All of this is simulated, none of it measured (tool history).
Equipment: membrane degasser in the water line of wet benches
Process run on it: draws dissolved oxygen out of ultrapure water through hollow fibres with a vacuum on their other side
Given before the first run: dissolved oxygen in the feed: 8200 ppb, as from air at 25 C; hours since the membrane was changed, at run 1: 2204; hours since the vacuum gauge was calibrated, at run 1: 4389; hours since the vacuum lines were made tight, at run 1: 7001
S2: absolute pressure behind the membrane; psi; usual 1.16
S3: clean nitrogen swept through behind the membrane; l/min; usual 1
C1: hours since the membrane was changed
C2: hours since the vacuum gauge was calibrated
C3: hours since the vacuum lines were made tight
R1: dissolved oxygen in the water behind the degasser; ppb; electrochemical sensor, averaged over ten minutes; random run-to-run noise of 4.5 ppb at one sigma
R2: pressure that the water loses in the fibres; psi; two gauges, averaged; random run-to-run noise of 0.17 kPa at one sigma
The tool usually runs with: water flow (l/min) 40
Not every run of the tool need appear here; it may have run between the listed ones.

{"run": 1, "hour": 0.0, "water flow (l/min)": 40, "S2": 1.16, "S3": 1, "C1": 2204, "C2": 4389, "C3": 7001, "R1": 454.5, "R2": 4.354}
{"run": 2, "hour": 244.8, "water flow (l/min)": 40, "S2": 1.16, "S3": 1, "C1": 2449, "C2": 4634, "C3": 7245, "R1": 450.8, "R2": 4.303}
{"run": 3, "hour": 488.0, "water flow (l/min)": 37, "S2": 1.16, "S3": 1, "C1": 2692, "C2": 4877, "C3": 7489, "R1": 414.4, "R2": 3.961}
{"run": 4, "hour": 714.6, "water flow (l/min)": 37, "S2": 1.16, "S3": 1, "C1": 2919, "C2": 5104, "C3": 7715, "R1": 418.5, "R2": 3.975}
{"run": 5, "hour": 958.6, "water flow (l/min)": 37, "S2": 1.16, "S3": 1, "C1": 3163, "C2": 5348, "C3": 7959, "R1": 417.4, "R2": 3.978}
{"run": 6, "hour": 1177.1, "water flow (l/min)": 37, "S2": 1.16, "S3": 1, "C1": 3381, "C2": 5566, "C3": 8178, "R1": 414.6, "R2": 3.977}
{"run": 7, "hour": 1396.5, "water flow (l/min)": 37, "S2": 1.16, "S3": 1, "C1": 3601, "C2": 5786, "C3": 8397, "R1": 418, "R2": 3.989}
{"run": 8, "hour": 1595.2, "water flow (l/min)": 37, "S2": 1.16, "S3": 1, "C1": 3800, "C2": 5984, "C3": 8596, "R1": 412.7, "R2": 4.009}
{"run": 9, "hour": 1791.6, "water flow (l/min)": 27, "S2": 1.16, "S3": 1, "C1": 3996, "C2": 6181, "C3": 8792, "R1": 301.4, "R2": 2.947}
{"run": 10, "hour": 2025.3, "water flow (l/min)": 27, "S2": 1.16, "S3": 1, "C1": 4230, "C2": 6415, "C3": 9026, "R1": 303.4, "R2": 2.937}
{"run": 11, "hour": 2223.3, "water flow (l/min)": 27, "S2": 1.16, "S3": 1, "C1": 4428, "C2": 6612, "C3": 9224, "R1": 303.2, "R2": 2.936}
{"run": 12, "hour": 2463.4, "water flow (l/min)": 27, "S2": 1.16, "S3": 1, "C1": 4668, "C2": 6853, "C3": 9464, "R1": 298.6, "R2": 2.933}
{"hour": 2503.6, "done": "vacuum gauge calibrated"}
{"run": 13, "hour": 2640.4, "water flow (l/min)": 27, "S2": 1.16, "S3": 1, "C1": 4844, "C2": 137, "C3": 9641, "R1": 301.9, "R2": 2.898}
{"run": 14, "hour": 2827.9, "water flow (l/min)": 27, "S2": 1.16, "S3": 1, "C1": 5032, "C2": 324, "C3": 9828, "R1": 296.9, "R2": 2.938}

Estimate the outcome of run 15 from the log above:
{"run": 15, "hour": 2934.4, "water flow (l/min)": 36, "S2": 1.217, "S3": 1, "C1": 5138, "C2": 431, "C3": 9935, "R1": "?", "R2": "?"}

Run 15 came out at R1 426.9 ppb, R2 3.919 psi.
With the hidden condition absent and the run-to-run variation left alone, this run would have shown R1 426.5 ppb, R2 3.916 psi.

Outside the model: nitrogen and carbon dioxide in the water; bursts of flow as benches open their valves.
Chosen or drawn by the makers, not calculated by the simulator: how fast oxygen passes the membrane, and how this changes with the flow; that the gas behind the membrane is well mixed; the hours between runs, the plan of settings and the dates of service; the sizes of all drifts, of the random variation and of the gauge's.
